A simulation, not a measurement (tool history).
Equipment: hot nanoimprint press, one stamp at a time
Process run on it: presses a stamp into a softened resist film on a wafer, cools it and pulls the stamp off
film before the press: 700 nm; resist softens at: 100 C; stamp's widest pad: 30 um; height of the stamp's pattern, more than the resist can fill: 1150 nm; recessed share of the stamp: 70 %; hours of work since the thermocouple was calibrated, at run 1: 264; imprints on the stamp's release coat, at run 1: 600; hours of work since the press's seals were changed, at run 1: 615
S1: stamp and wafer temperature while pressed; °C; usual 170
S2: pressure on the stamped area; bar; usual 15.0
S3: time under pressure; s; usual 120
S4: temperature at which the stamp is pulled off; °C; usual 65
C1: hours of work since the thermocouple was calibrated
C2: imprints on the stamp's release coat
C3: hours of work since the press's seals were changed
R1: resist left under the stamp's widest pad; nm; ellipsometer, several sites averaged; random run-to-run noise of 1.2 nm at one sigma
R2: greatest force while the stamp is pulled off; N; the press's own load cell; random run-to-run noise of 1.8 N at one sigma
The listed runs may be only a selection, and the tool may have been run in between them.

run    hour   S1    S2   S3  S4   C1   C2   C3     R1   R2
  1     0.0  170  15.0  120  65  264  600  615  366.0  223
  2    51.1  170  15.0  120  64  285  743  636  366.1  225
  3    96.0  170  15.0  120  64  303  868  655  363.4  227
      148.2  -- stamp cleaned and given a new release coat
  4   164.0  170  15.0  120  65  328   44  680  367.2  220
  5   234.2  170  15.0  120  65  357  240  709  364.4  221
      306.5  -- plate thermocouple calibrated
  6   323.9  170  15.0  120  65    7  481  745  365.7  222
  7   379.5  177  15.0  120  65   30  636  767  272.8  225
  8   454.3  177  15.0  120  65   61  845  798  272.8  223
      505.8  -- press's hydraulic seals changed and the load cell set to zero
      522.9  -- stamp cleaned and given a new release coat
  9   549.7  177  15.0  120  65   94   75   16  271.3  219
 10   593.4  166  14.7   74  57  112  197   33  495.0  266
 11   670.0  166  14.7   74  57  143  411   65  494.2  263
 12   711.5  166  14.7   74  57  160  526   82  494.9  265
 13   787.3  167  19.0  120  63  192  738  113  379.3  230
 14   841.4  170  13.1  120  51  214  889  135  387.9  298
      887.0  -- stamp cleaned and given a new release coat
 15   924.6  165  20.5  120  50  245  105  167  401.6  300
 16   970.4  170  17.5  116  50  264  233  186  349.4  301
 17  1045.4  170  17.5  116  50  295  442  217  348.8  302

How the hidden state differs across the entries between the runs, from the last listed run before each to the first after it:
Between runs 3 and 4: stamp cleaned and given a new release coat (hour 148.2)
  true temperature over the reading, C: 0.06 -> 0.07; pressure that arrives at the usual setting, %: 99.88 -> 99.87; grip of the stamp's worn release coat, % over a new coat's: 0.5 -> 0; drift of the gauge itself on residual_nm, %: 0.08 -> 0.13
  measured value less the no-hidden-state value, R1: -0.5 -> -0.4 nm
Between runs 5 and 6: plate thermocouple calibrated (hour 306.5)
  true temperature over the reading, C: 0.07 -> 0; pressure that arrives at the usual setting, %: 99.87 -> 99.86; grip of the stamp's worn release coat, % over a new coat's: 0.1 -> 0.3; drift of the gauge itself on residual_nm, %: 0.18 -> 0.25
  measured value less the no-hidden-state value, R1: -0.3 -> +1.1 nm
Between runs 8 and 9: press's hydraulic seals changed and the load cell set to zero (hour 505.8); stamp cleaned and given a new release coat (hour 522.9)
  true temperature over the reading, C: 0.01 -> 0.02; pressure that arrives at the usual setting, %: 99.85 -> 99.98; grip of the stamp's worn release coat, % over a new coat's: 0.5 -> 0; drift of the gauge itself on residual_nm, %: 0.35 -> 0.42
  measured value less the no-hidden-state value, R1: +1.1 -> +0.9 nm
Between runs 14 and 15: stamp cleaned and given a new release coat (hour 887.0)
  true temperature over the reading, C: 0.04 -> 0.05; pressure that arrives at the usual setting, %: 99.95 -> 99.94; grip of the stamp's worn release coat, % over a new coat's: 0.6 -> 0.1; drift of the gauge itself on residual_nm, %: 0.65 -> 0.71
  measured value less the no-hidden-state value, R1: +2.0 -> +2.1 nm
